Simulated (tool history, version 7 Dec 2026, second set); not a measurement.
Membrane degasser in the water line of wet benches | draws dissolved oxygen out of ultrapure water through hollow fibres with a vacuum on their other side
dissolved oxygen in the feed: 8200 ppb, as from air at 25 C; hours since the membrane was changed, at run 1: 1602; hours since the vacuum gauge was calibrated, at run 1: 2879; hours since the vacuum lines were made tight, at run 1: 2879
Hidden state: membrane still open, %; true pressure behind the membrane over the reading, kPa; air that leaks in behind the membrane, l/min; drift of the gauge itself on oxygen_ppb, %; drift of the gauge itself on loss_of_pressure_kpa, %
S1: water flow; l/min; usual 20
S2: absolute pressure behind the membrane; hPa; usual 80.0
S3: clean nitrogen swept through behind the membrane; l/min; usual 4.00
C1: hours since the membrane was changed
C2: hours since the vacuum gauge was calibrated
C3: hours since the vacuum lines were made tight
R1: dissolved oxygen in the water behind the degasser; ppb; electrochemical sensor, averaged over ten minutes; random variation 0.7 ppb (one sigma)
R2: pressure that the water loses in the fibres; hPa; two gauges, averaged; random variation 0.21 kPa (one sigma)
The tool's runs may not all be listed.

run,day,S1,S2,S3,C1,C2,C3,R1,R2
1,0.000,20,80.0,4.00,1602,2879,2879,64.7,464.6
2,4.258,20,80.0,11.35,1704,2982,2982,27.5,465.4
3,8.975,20,80.0,11.35,1817,3095,3095,26.4,468.0
4,13.688,20,80.0,3.15,1930,3208,3208,79.3,469.1
5,17.392,20,168.3,3.15,2019,3297,3297,213.3,467.2
6,23.012,20,80.0,9.07,2154,3432,3432,31.9,466.3
7,28.158,20,80.0,9.07,2277,3555,3555,31.7,464.3
8,33.721,21,80.0,4.00,2411,3689,3689,67.1,492.0
9,36.650,21,80.0,4.00,2481,3759,3759,67.4,490.3
10,42.204,21,80.0,4.00,2615,3892,3892,67.5,493.0
11,46.383,21,80.0,4.00,2715,3993,3993,66.8,490.0
12,48.917,21,80.0,4.00,2776,4053,4053,67.9,491.8
13,51.658,21,80.0,4.41,2841,4119,4119,61.7,488.5
14,56.492,21,80.0,4.41,2957,4235,4235,62.0,487.7
15,59.042,21,80.0,4.41,3019,4296,4296,62.3,493.5
16,63.812,21,80.0,4.41,3133,4411,4411,61.3,487.0
17,69.329,21,80.0,4.41,3265,4543,4543,61.5,491.0
18,73.008,21,199.9,4.41,3354,4632,4632,197.9,491.3
19,76.067,20,133.0,4.00,3427,4705,4705,127.5,466.7
20,80.312,20,127.3,6.48,3529,4807,4807,76.9,466.8
21,86.000,12,127.3,3.32,3666,4943,4943,85.6,281.4
22,90.583,20,199.6,4.27,3776,5053,5053,194.0,466.6
23,96.704,29,80.0,2.91,3922,5200,5200,124.2,679.1
24,99.354,29,80.0,2.91,3986,5264,5264,124.5,677.8
# day 102.458: vacuum gauge calibrated
25,105.512,21,76.6,3.06,4133,73,5411,80.1,492.1
26,108.821,14,153.5,3.80,4213,153,5491,112.2,327.0
27,112.429,14,153.5,3.80,4299,239,5577,109.0,327.3
28,118.196,28,153.5,3.80,4438,378,5716,219.9,654.8
29,122.938,19,135.1,4.62,4552,491,5829,108.4,439.5
30,129.079,20,74.3,4.78,4699,639,5977,48.5,466.6
31,133.158,23,69.0,4.00,4797,737,6075,59.2,538.7
32,137.192,19,69.0,1.93,4894,834,6171,91.8,445.9

3 ways to go on from here, each from the tool as it stands after run 32. What would each give?
A,141.858,16,70.3,6.09,5006,946,6283,?,?
B,141.858,31,69.0,1.93,5006,946,6283,?,?
C,141.858,23,56.0,7.79,5006,946,6283,?,?

run,R1,R2
A,27.7,376.6
B,147.9,725.2
C,25.1,535.6
Without the tool's hidden state the same runs would have given:
run,R1,R2
A,27.7,376.4
B,147.7,724.8
C,25.1,535.3
